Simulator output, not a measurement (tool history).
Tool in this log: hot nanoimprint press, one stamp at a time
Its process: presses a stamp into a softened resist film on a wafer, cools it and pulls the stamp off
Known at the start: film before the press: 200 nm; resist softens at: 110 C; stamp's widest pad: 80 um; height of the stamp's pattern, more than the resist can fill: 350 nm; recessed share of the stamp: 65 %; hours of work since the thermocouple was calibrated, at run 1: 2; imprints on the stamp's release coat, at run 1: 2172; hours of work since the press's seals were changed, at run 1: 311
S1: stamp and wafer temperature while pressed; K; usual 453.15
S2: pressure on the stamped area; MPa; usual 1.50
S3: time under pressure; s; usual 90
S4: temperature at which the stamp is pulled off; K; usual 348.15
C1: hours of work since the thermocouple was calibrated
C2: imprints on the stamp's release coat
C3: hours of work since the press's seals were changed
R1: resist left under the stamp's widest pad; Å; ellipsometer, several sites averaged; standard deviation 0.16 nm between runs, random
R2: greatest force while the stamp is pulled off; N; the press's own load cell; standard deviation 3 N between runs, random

run,day,S1,S2,S3,S4,C1,C2,C3,R1,R2
1,0.000,453.15,1.50,90,348.15,2,2172,311,1090,145
2,1.600,453.15,1.50,90,348.15,19,2261,328,1093,145
3,3.450,463.15,1.50,90,348.15,39,2363,348,746,139
# day 5.683: stamp cleaned and given a new release coat
4,5.800,463.15,1.50,90,348.15,62,7,371,747,138
5,7.175,463.15,1.50,90,348.15,77,83,386,747,140
6,9.471,453.15,1.50,90,348.15,102,211,410,1096,142
7,10.704,453.15,1.50,90,348.15,115,279,424,1096,141
8,11.921,453.15,1.50,67,348.15,128,347,437,1209,142
9,14.058,453.15,1.50,150,348.15,151,465,460,912,140
10,15.854,453.15,1.50,90,335.15,170,565,479,1099,177
11,17.408,453.15,1.50,90,335.15,187,651,496,1098,181
12,18.525,442.15,2.16,129,337.15,199,713,508,1292,176
13,19.775,455.15,1.13,174,342.15,213,782,521,903,159
14,21.546,446.15,1.48,155,340.15,232,881,540,1206,171
15,23.546,460.15,1.50,90,335.15,253,992,562,847,179
16,24.612,453.15,1.50,153,335.15,265,1051,574,909,178
# day 26.129: press's hydraulic seals changed and the load cell set to zero
17,26.242,464.15,0.97,113,351.15,279,1123,1,807,131

Measured less the same run without the tool's hidden state. The same run-to-run variation is in both; the gauge's scatter may not be:
Hidden state present: true temperature over the reading, C; pressure that arrives at the usual setting, %; grip of the stamp's worn release coat, % over a new coat's; drift of the gauge itself on residual_nm, %; drift of the gauge itself on pull_off_n, %.
run,R1
1,+0
2,+1
3,+2
4,+2
5,+2
6,+5
7,+6
8,+7
9,+6
10,+8
11,+8
12,+11
13,+8
14,+12
15,+9
16,+10
17,+9
R2: at most 2 N away from the measurement, every run.
